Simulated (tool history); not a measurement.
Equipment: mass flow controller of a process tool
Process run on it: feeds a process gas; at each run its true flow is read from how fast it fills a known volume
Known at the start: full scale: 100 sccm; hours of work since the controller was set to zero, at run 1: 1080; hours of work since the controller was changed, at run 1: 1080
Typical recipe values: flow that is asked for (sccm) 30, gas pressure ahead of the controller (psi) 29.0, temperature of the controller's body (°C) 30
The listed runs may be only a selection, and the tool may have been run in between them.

run	day	flow that is asked for (sccm)	gas pressure ahead of the controller (psi)	temperature of the controller's body (°C)	hours of work since the controller was set to zero	hours of work since the controller was changed	true flow (%)
1	0.000	30	29.0	30	1080	1080	99.24
2	13.346	30	29.0	30	1272	1272	99.33
3	21.258	30	29.0	30	1385	1385	99.34
4	29.546	30	28.9	30	1504	1504	99.13
5	39.592	30	28.9	30	1648	1648	99.16
6	48.112	30	28.9	30	1771	1771	99.12
7	66.304	30	28.9	30	2032	2032	99.08
8	79.633	30	28.9	30	2223	2223	99.10
9	90.625	30	29.0	30	2381	2381	99.04
10	108.000	68	21.2	29	2630	2630	99.44
11	122.592	68	21.2	29	2839	2839	99.28
12	137.850	68	21.2	29	3058	3058	99.34
13	151.592	68	21.2	29	3256	3256	99.28
14	159.525	12	27.1	20	3370	3370	97.51
15	177.662	26	27.7	37	3630	3630	99.29
16	191.554	14	27.7	33	3829	3829	98.74
17	208.138	14	27.7	33	4067	4067	98.72

3 ways to go on from here, each from the tool as it stands after run 17. What would each give?
# day 215.271: controller's zero set anew
A	224.758	61	27.7	26	136	4305	?
# day 215.271: controller's zero set anew
B	224.758	15	27.7	33	136	4305	?
# day 215.271: controller's zero set anew
C	224.758	12	28.7	29	136	4305	?

run	true flow (%)
A	98.96
B	98.65
C	98.30
The same runs, with their run-to-run variation unchanged, on a tool lacking any hidden condition would have given:
run	true flow (%)
A	99.54
B	99.23
C	98.88

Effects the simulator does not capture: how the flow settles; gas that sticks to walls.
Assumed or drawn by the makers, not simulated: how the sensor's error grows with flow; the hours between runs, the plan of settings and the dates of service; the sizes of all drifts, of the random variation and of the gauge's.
